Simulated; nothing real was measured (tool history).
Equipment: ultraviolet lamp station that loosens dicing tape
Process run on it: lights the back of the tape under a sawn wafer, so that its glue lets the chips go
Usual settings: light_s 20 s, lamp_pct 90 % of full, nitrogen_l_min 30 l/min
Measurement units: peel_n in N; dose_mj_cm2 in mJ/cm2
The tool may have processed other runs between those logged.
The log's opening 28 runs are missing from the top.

run   hour  light_s  lamp_pct  nitrogen_l_min  hours of work of the lamp  hours of work since the window was cleaned  peel_n  dose_mj_cm2
 29  433.4       30        90              14                        416                                         535   0.273          450
 30  450.4       35        64              44                        427                                         546   0.167          374
 31  469.6       28        65              14                        440                                         559   0.693          299
 32  490.3       28        65              14                        454                                         573   0.742          306
 33  507.4       28        65              14                        465                                         584   0.738          297
 34  518.9       14        90              13                        473                                         592   1.455          204
 35  535.1       14        90               9                        484                                         603   1.762          204
 36  551.8       26        97              40                        495                                         614   0.161          409
 37  571.7       33        71              40                        509                                         628   0.183          376
     582.4  -- window cleaned of glue's vapour
 38  583.9       32        88              15                        516                                           1   0.203          513
 39  604.1       34        96              35                        530                                          15   0.102          600
 40  622.3       15        90              30                        542                                          27   0.586          248
 41  638.4       18        66              37                        553                                          38   0.677          214
 42  649.5       18        66              37                        560                                          45   0.711          214

Forecast each of these 4 alternatives for the next run:
  A   665       36        85              37                        571                                          55       ?            ?
  B   665       18        93              37                        571                                          55       ?            ?
  C   665       20        96              30                        571                                          55       ?            ?
  D   665       20        64              25                        571                                          55       ?            ?

run  peel_n  dose_mj_cm2
  A   0.109          544
  B   0.308          301
  C   0.267          349
  D   0.765          227
With no hidden state in the tool, these same runs would have given:
run  peel_n  dose_mj_cm2
  A     0.1          635
  B   0.215          352
  C   0.189          407
  D   0.553          265
